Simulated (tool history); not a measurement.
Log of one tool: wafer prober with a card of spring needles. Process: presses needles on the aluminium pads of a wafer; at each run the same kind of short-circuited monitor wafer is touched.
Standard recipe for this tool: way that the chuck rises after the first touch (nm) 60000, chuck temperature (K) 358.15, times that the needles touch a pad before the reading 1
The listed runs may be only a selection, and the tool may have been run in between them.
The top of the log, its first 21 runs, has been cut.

run     day  way that the chuck rises after the first touch (nm)  chuck temperature (K)  times that the needles touch a pad before the reading  touches since the tips were cleaned  cleanings since the card got new needles  touches since the first contact's height was set  resistance of one needle with its contact and lead (mohm)  way that a needle slides on the pad (nm)
      8.071  -- tips cleaned on abrasive film
 22   8.229                                                50000                 328.15                                                      2                                 1975                                        48                                            102609                                                        185                                      9230
      8.529  -- tips cleaned on abrasive film
 23   8.571                                                62000                 355.15                                                      1                                  565                                        49                                            106943                                                        180                                     11450
 24   8.779                                                60000                 327.15                                                      2                                 3220                                        49                                            109598                                                        176                                     11100
          9  -- tips cleaned on abrasive film
 25   9.175                                                60000                 327.15                                                      2                                 2231                                        50                                            114592                                                        177                                     11090
      9.467  -- tips cleaned on abrasive film
 26   9.521                                                53000                 313.15                                                      3                                  711                                        51                                            118946                                                        179                                      9810
 27   9.754                                                58000                 344.15                                                      3                                 3686                                        51                                            121921                                                        184                                     10740
      9.921  -- tips cleaned on abrasive film
 28  10.233                                                51000                 344.15                                                      2                                 3966                                        52                                            127927                                                        186                                      9450
     10.371  -- tips cleaned on abrasive film
 29    10.6                                                46000                 339.15                                                      1                                 2894                                        53                                            132541                                                        193                                      8490
     10.838  -- tips cleaned on abrasive film
 30  11.012                                                52000                 311.15                                                      3                                 2229                                        54                                            137740                                                        179                                      9600
     11.292  -- tips cleaned on abrasive film
 31  11.371                                                52000                 311.15                                                      3                                 1021                                        55                                            142296                                                        179                                      9590
     11.758  -- tips cleaned on abrasive film
 32  11.833                                                54000                 331.15                                                      3                                  989                                        56                                            148124                                                        181                                     10010
     12.204  -- tips cleaned on abrasive film
 33  12.204                                                50000                 311.15                                                      1                                    0                                        57                                            152789                                                        179                                      9270

What if the next run were any one of these 5? Each begins from the tool's condition after run 33:
  A  12.583                                                55000                 317.15                                                      2                                 4822                                        57                                            157611                                                          ?                                         ?
  B  12.583                                                60000                 337.15                                                      1                                 4822                                        57                                            157611                                                          ?                                         ?
  C  12.583                                                50000                 327.15                                                      2                                 4822                                        57                                            157611                                                          ?                                         ?
  D  12.583                                                69000                 304.15                                                      1                                 4822                                        57                                            157611                                                          ?                                         ?
  E  12.583                                                50000                 321.15                                                      2                                 4822                                        57                                            157611                                                          ?                                         ?

run  resistance of one needle with its contact and lead (mohm)  way that a needle slides on the pad (nm)
  A                                                        177                                     10180
  B                                                        182                                     11120
  C                                                        181                                      9270
  D                                                        169                                     12760
  E                                                        184                                      9260
The same runs, with their run-to-run variation unchanged, on a tool lacking any hidden condition would have given:
run  resistance of one needle with its contact and lead (mohm)  way that a needle slides on the pad (nm)
  A                                                        177                                     10180
  B                                                        181                                     11120
  C                                                        181                                      9270
  D                                                        168                                     12760
  E                                                        184                                      9260
